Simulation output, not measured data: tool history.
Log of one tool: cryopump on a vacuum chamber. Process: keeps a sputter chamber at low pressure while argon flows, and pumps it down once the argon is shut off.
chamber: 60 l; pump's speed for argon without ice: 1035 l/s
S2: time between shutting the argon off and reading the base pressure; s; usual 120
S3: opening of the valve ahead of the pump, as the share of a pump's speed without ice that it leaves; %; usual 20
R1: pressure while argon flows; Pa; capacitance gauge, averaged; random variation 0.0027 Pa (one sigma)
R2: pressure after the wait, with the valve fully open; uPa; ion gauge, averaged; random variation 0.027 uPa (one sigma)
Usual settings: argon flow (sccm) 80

Run 1, hour 0.0: usual settings. Result: R1 0.6683 Pa, R2 3.40 uPa.
Run 2, hour 11.4: usual settings. Result: R1 0.6632 Pa, R2 3.51 uPa.
Run 3, hour 25.3: usual settings. Result: R1 0.6642 Pa, R2 3.46 uPa.
Run 4, hour 39.1: usual settings. Result: R1 0.6572 Pa, R2 3.49 uPa.
Run 5, hour 58.6: usual settings. Result: R1 0.6567 Pa, R2 3.42 uPa.
Run 6, hour 74.8: usual settings. Result: R1 0.6647 Pa, R2 3.52 uPa.
Run 7, hour 87.4: usual settings. Result: R1 0.6613 Pa, R2 3.59 uPa.
Run 8, hour 105.4: usual settings. Result: R1 0.6611 Pa, R2 3.59 uPa.
Run 9, hour 128.1: usual settings. Result: R1 0.6646 Pa, R2 3.60 uPa.
Run 10, hour 152.1: usual settings. Result: R1 0.6645 Pa, R2 3.62 uPa.
Run 11, hour 169.0: usual settings but argon flow (sccm) 75. Result: R1 0.6229 Pa, R2 3.55 uPa.
Run 12, hour 187.3: usual settings but S2 21 s. Result: R1 0.6647 Pa, R2 7.92 uPa.
Run 13, hour 207.3: usual settings but S2 236 s. Result: R1 0.6699 Pa, R2 3.25 uPa.
Run 14, hour 230.2: usual settings but S2 236 s. Result: R1 0.6686 Pa, R2 3.31 uPa.
Run 15, hour 247.0: usual settings but S2 236 s. Result: R1 0.6617 Pa, R2 3.27 uPa.
Run 16, hour 268.6: usual settings but S2 101 s. Result: R1 0.6676 Pa, R2 4.08 uPa.
Run 17, hour 279.8: usual settings but S2 101 s. Result: R1 0.6651 Pa, R2 4.01 uPa.
Run 18, hour 301.5: usual settings but S2 101 s. Result: R1 0.6704 Pa, R2 4.11 uPa.
Run 19, hour 317.7: usual settings but S2 101 s. Result: R1 0.6641 Pa, R2 4.14 uPa.
Run 20, hour 334.3: usual settings but argon flow (sccm) 47, S2 73 s, S3 37 %. Result: R1 0.2169 Pa, R2 4.69 uPa.
Run 21, hour 351.6: usual settings but argon flow (sccm) 43, S2 80 s, S3 56 %. Result: R1 0.1338 Pa, R2 4.51 uPa.
Run 22, hour 363.6: usual settings but argon flow (sccm) 43, S2 80 s, S3 56 %. Result: R1 0.1346 Pa, R2 4.47 uPa.
Run 23, hour 380.9: usual settings but argon flow (sccm) 52, S2 57 s, S3 19 %. Result: R1 0.4557 Pa, R2 5.09 uPa.
Run 24, hour 402.3: usual settings but argon flow (sccm) 139, S2 171 s, S3 28 %. Result: R1 0.8358 Pa, R2 3.81 uPa.
Run 25, hour 423.9: usual settings but argon flow (sccm) 32, S2 171 s, S3 40 %. Result: R1 0.1379 Pa, R2 3.88 uPa.
Run 26, hour 442.0: usual settings but argon flow (sccm) 122, S2 273 s, S3 43 %. Result: R1 0.4886 Pa, R2 3.63 uPa.

3 ways to go on from here, each from the tool as it stands after run 26. What would each give?
Run A, hour 452.7: usual settings but argon flow (sccm) 67, S2 34 s, S3 27 %. Result: R1 ?, R2 ?.
Run B, hour 452.7: usual settings but argon flow (sccm) 122, S2 273 s, S3 27 %. Result: R1 ?, R2 ?.
Run C, hour 452.7: usual settings but argon flow (sccm) 122, S2 260 s, S3 22 %. Result: R1 ?, R2 ?.

run      R1    R2
  A  0.4232  6.78
  B  0.7673  3.74
  C  0.9340  3.88
Without the tool's hidden state the same runs would have given:
run      R1    R2
  A  0.4084  3.70
  B  0.7405  0.71
  C  0.9072  0.77

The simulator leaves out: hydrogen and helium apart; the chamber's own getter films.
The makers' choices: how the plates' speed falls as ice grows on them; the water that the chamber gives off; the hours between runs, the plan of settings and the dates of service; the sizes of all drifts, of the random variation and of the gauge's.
